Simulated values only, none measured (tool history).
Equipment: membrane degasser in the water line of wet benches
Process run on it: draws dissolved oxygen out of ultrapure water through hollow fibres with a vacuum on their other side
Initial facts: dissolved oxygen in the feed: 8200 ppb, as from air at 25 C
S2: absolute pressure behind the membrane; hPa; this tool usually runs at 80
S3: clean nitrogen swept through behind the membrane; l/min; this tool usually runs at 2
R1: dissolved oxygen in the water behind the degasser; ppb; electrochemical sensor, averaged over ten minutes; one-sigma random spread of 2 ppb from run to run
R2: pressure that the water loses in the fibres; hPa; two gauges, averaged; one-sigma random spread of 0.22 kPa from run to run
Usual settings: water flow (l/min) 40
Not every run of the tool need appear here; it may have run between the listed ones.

Run 1, day 0: usual settings. Result: R1 242.2 ppb, R2 575.6 hPa.
Run 2, day 9.892: usual settings but S2 88.3 hPa. Result: R1 276.1 ppb, R2 574.2 hPa.
Run 3, day 16.146: usual settings but S2 88.3 hPa. Result: R1 279.5 ppb, R2 578.4 hPa.
Run 4, day 26.979: usual settings but water flow (l/min) 52, S2 88.3 hPa. Result: R1 363.5 ppb, R2 759.1 hPa.
Run 5, day 33.104: usual settings but water flow (l/min) 52, S2 88.3 hPa. Result: R1 369.9 ppb, R2 758 hPa.
Run 6, day 45.279: usual settings. Result: R1 250.6 ppb, R2 586.3 hPa.
Run 7, day 59.471: usual settings. Result: R1 251.5 ppb, R2 587 hPa.
Run 8, day 66.429: usual settings. Result: R1 250.9 ppb, R2 589.9 hPa.
Run 9, day 72.529: usual settings. Result: R1 250.2 ppb, R2 593.4 hPa.
Run 10, day 87.054: usual settings but S2 129.8 hPa. Result: R1 457.5 ppb, R2 591.4 hPa.
Run 11, day 94.158: usual settings but S2 129.8 hPa. Result: R1 462.3 ppb, R2 596.6 hPa.
Run 12, day 104.4: usual settings. Result: R1 256.7 ppb, R2 596 hPa.
Run 13, day 117.525: usual settings. Result: R1 256.6 ppb, R2 597.8 hPa.
At day 121.85: seals of the vacuum lines changed.
Run 14, day 129.388: usual settings. Result: R1 261.7 ppb, R2 602.7 hPa.
Run 15, day 136.938: usual settings but S2 128.8 hPa. Result: R1 465.1 ppb, R2 603.3 hPa.
At day 138.112: vacuum gauge calibrated.
Run 16, day 150.325: usual settings. Result: R1 266.8 ppb, R2 611.5 hPa.
Run 17, day 164.483: usual settings. Result: R1 275 ppb, R2 612.5 hPa.
At day 176.446: membrane cartridge changed.
Run 18, day 178.346: usual settings but water flow (l/min) 37, S2 182.2 hPa, S3 1.88 l/min. Result: R1 673.5 ppb, R2 505 hPa.
Run 19, day 191.738: usual settings but water flow (l/min) 30, S2 54.6 hPa, S3 0.88 l/min. Result: R1 253.4 ppb, R2 413.9 hPa.
At day 199.483: vacuum gauge calibrated, once more.
Run 20, day 204.121: usual settings but S2 195 hPa. Result: R1 672.9 ppb, R2 554.5 hPa.
Run 21, day 212.829: usual settings but water flow (l/min) 53, S2 151 hPa, S3 0.95 l/min. Result: R1 1106.2 ppb, R2 735 hPa.
Run 22, day 221.525: usual settings but water flow (l/min) 53, S2 151 hPa, S3 0.95 l/min. Result: R1 1128.8 ppb, R2 739.4 hPa.
Run 23, day 229.167: usual settings but water flow (l/min) 53, S2 151 hPa, S3 0.95 l/min. Result: R1 1116.2 ppb, R2 738 hPa.
Run 24, day 242.338: usual settings but water flow (l/min) 43. Result: R1 232.5 ppb, R2 599.9 hPa.
Run 25, day 252.188: usual settings but water flow (l/min) 43. Result: R1 238.8 ppb, R2 603.7 hPa.
Run 26, day 262.746: usual settings but water flow (l/min) 43. Result: R1 240 ppb, R2 606.9 hPa.
Run 27, day 273.667: usual settings but water flow (l/min) 47, S2 75.8 hPa, S3 1.84 l/min. Result: R1 258.5 ppb, R2 667 hPa.
At day 274.842: seals of the vacuum lines changed.
Run 28, day 287.175: usual settings but water flow (l/min) 59, S2 118.6 hPa, S3 4.24 l/min. Result: R1 306.1 ppb, R2 838 hPa.
Run 29, day 294.033: usual settings but water flow (l/min) 59, S2 118.6 hPa, S3 4.24 l/min. Result: R1 312.9 ppb, R2 840.5 hPa.
Run 30, day 301.7: usual settings but water flow (l/min) 59, S2 118.6 hPa, S3 4.24 l/min. Result: R1 313.6 ppb, R2 848.8 hPa.
Run 31, day 314.021: usual settings but water flow (l/min) 59, S2 118.6 hPa, S3 4.24 l/min. Result: R1 318.3 ppb, R2 845.4 hPa.

5 options for the next run, each taken on its own from the tool as it stands now. Forecast them:
Run A, day 326.117: usual settings but water flow (l/min) 36, S2 118.6 hPa, S3 1.74 l/min. Result: R1 ?, R2 ?.
Run B, day 326.117: usual settings but water flow (l/min) 36, S2 118.6 hPa, S3 4.24 l/min. Result: R1 ?, R2 ?.
Run C, day 326.117: usual settings but water flow (l/min) 33, S2 151.2 hPa, S3 1.25 l/min. Result: R1 ?, R2 ?.
Run D, day 326.117: usual settings but S2 189.8 hPa. Result: R1 ?, R2 ?.
Run E, day 326.117: usual settings. Result: R1 ?, R2 ?.

run     R1     R2
  A  397.3  519.3
  B    185    517
  C  653.5  473.3
  D  670.2  577.7
  E  227.2    578
Stripped of hidden state, with their random variation kept, the same runs would have yielded:
run     R1     R2
  A  380.3  493.4
  B  176.3  491.3
  C  633.8  449.8
  D  653.5    549
  E  209.9  549.3

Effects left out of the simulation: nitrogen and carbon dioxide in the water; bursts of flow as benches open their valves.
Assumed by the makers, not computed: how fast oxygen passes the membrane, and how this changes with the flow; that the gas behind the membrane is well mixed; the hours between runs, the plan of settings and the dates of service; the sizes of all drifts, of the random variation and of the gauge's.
